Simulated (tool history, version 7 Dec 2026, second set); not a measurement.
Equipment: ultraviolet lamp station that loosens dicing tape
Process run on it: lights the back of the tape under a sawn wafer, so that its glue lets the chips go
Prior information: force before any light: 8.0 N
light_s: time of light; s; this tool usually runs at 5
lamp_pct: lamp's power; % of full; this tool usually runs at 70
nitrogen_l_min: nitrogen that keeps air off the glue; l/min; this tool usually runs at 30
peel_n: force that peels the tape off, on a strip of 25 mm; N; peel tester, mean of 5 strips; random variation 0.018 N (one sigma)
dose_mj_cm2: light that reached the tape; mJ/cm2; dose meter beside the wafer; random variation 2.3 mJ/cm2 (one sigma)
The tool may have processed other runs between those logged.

run,day,light_s,lamp_pct,nitrogen_l_min,peel_n,dose_mj_cm2
1,0.000,5,70,30,1.081,196
2,0.238,5,70,30,1.068,198
3,0.675,5,70,30,1.047,195
4,1.175,5,70,30,1.091,194
5,1.621,5,65,30,1.233,176
6,1.838,5,65,30,1.245,186
7,2.279,5,65,30,1.298,181
8,2.650,5,70,30,1.130,192
9,2.896,5,70,30,1.099,195
10,3.233,5,70,30,1.128,188
11,3.654,5,70,30,1.144,185
12,4.121,5,70,57,0.883,186
13,4.604,5,70,57,0.849,188
14,5.033,5,70,57,0.864,187
15,5.462,3,70,30,2.459,115
16,5.942,3,70,30,2.428,114
17,6.296,3,70,30,2.373,109

Below are 5 alternative next runs, each starting from the tool's condition after run 17. Predict each:
A,6.567,8,63,44,?,?
B,6.567,5,82,40,?,?
C,6.567,5,70,50,?,?
D,6.567,7,69,38,?,?
E,6.567,3,70,36,?,?

run,peel_n,dose_mj_cm2
A,0.502,265
B,0.759,221
C,0.946,188
D,0.579,257
E,2.303,108
Had the tool no hidden state, the same runs would have come out as:
run,peel_n,dose_mj_cm2
A,0.369,317
B,0.542,263
C,0.680,223
D,0.419,307
E,1.834,130
